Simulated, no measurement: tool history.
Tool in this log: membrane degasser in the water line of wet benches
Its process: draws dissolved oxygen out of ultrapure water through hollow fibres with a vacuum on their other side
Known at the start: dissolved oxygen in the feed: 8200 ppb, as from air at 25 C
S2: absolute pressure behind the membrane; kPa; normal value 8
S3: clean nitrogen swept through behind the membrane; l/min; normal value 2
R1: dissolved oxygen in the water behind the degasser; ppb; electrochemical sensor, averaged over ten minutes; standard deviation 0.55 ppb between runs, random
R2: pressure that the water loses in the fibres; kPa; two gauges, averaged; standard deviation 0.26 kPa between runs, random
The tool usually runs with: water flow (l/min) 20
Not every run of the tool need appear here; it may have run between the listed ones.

Run 1, hour 0: usual settings. Result: R1 116.1 ppb, R2 69.43 kPa.
Run 2, hour 28.5: usual settings but S3 3.85 l/min. Result: R1 63 ppb, R2 69.39 kPa.
Run 3, hour 78.3: usual settings but S3 3.85 l/min. Result: R1 62.9 ppb, R2 69.66 kPa.
Run 4, hour 105.7: usual settings but S2 9.32 kPa. Result: R1 146.8 ppb, R2 69.76 kPa.
Run 5, hour 142: usual settings but S2 9.32 kPa. Result: R1 145.6 ppb, R2 69.87 kPa.
Run 6, hour 182.6: usual settings but water flow (l/min) 23, S2 9.32 kPa. Result: R1 166.4 ppb, R2 79.73 kPa.
Run 7, hour 223.5: usual settings but S3 3.12 l/min. Result: R1 76.4 ppb, R2 69.74 kPa.
Run 8, hour 275.4: usual settings but S3 3.12 l/min. Result: R1 77.4 ppb, R2 69.31 kPa.
Run 9, hour 316.3: usual settings. Result: R1 115.9 ppb, R2 69.28 kPa.
Run 10, hour 370: usual settings. Result: R1 116.1 ppb, R2 69.38 kPa.
Run 11, hour 434.3: usual settings. Result: R1 116.3 ppb, R2 69.29 kPa.
Run 12, hour 465.8: usual settings. Result: R1 116.5 ppb, R2 69.33 kPa.
Run 13, hour 520.6: usual settings. Result: R1 115.9 ppb, R2 69.48 kPa.
Run 14, hour 586.9: usual settings. Result: R1 116.6 ppb, R2 69.35 kPa.
Run 15, hour 641.3: usual settings but S3 0.82 l/min. Result: R1 255.2 ppb, R2 69.25 kPa.
Run 16, hour 694.5: usual settings. Result: R1 116.3 ppb, R2 69.95 kPa.
Run 17, hour 736.5: usual settings but S2 18.75 kPa, S3 5.98 l/min. Result: R1 130.1 ppb, R2 69.17 kPa.
Run 18, hour 766.3: usual settings but water flow (l/min) 24, S2 8.11 kPa, S3 5.98 l/min. Result: R1 51.8 ppb, R2 83.49 kPa.
Run 19, hour 798: usual settings but water flow (l/min) 18, S3 3.74 l/min. Result: R1 58.7 ppb, R2 62.37 kPa.
Run 20, hour 841.9: usual settings but water flow (l/min) 29, S3 1.38 l/min. Result: R1 227 ppb, R2 100.67 kPa.
Run 21, hour 905.2: usual settings but water flow (l/min) 29, S3 1.38 l/min. Result: R1 229 ppb, R2 100.59 kPa.
Run 22, hour 961.4: usual settings but water flow (l/min) 26, S2 12.45 kPa, S3 1.09 l/min. Result: R1 469.2 ppb, R2 90.49 kPa.
Run 23, hour 1019.8: usual settings but S2 16.38 kPa. Result: R1 308.3 ppb, R2 69.88 kPa.
Run 24, hour 1069.3: usual settings but S2 10.02 kPa, S3 4.64 l/min. Result: R1 74.9 ppb, R2 69.65 kPa.
Run 25, hour 1114.4: usual settings but water flow (l/min) 14, S2 17.53 kPa, S3 1.31 l/min. Result: R1 353.2 ppb, R2 48.91 kPa.
Run 26, hour 1162.6: usual settings but water flow (l/min) 21, S2 7.94 kPa, S3 2.25 l/min. Result: R1 108.9 ppb, R2 72.79 kPa.
Run 27, hour 1202.7: usual settings but water flow (l/min) 22, S2 19.77 kPa, S3 3.4 l/min. Result: R1 257.2 ppb, R2 76.7 kPa.
Run 28, hour 1264.5: usual settings but water flow (l/min) 22, S2 19.77 kPa, S3 3.4 l/min. Result: R1 255.8 ppb, R2 76.18 kPa.
Run 29, hour 1295.7: usual settings but water flow (l/min) 27, S2 9.26 kPa, S3 1.27 l/min. Result: R1 285.1 ppb, R2 94.04 kPa.
Run 30, hour 1334.3: usual settings but water flow (l/min) 14, S2 6.28 kPa, S3 1.92 l/min. Result: R1 56.4 ppb, R2 48.31 kPa.
Run 31, hour 1391.9: usual settings but water flow (l/min) 14, S2 7.71 kPa, S3 1.92 l/min. Result: R1 81.4 ppb, R2 48.65 kPa.
Run 32, hour 1446.6: usual settings but water flow (l/min) 26, S3 4.23 l/min. Result: R1 76.3 ppb, R2 90.62 kPa.

3 options for the next run, each taken on its own from the tool as it stands now. Forecast them:
Run A, hour 1508.9: usual settings but S2 5.52 kPa, S3 1.04 l/min. Result: R1 ?, R2 ?.
Run B, hour 1508.9: usual settings but water flow (l/min) 30, S2 11.29 kPa, S3 0.89 l/min. Result: R1 ?, R2 ?.
Run C, hour 1508.9: usual settings but water flow (l/min) 27, S2 14.34 kPa, S3 1.31 l/min. Result: R1 ?, R2 ?.

run     R1      R2
  A  106.1   69.66
  B    548  104.12
  C    498   93.65
What these runs would have given with no unlogged condition in the tool:
run     R1      R2
  A    101   69.15
  B  540.3  103.36
  C  491.4   92.97
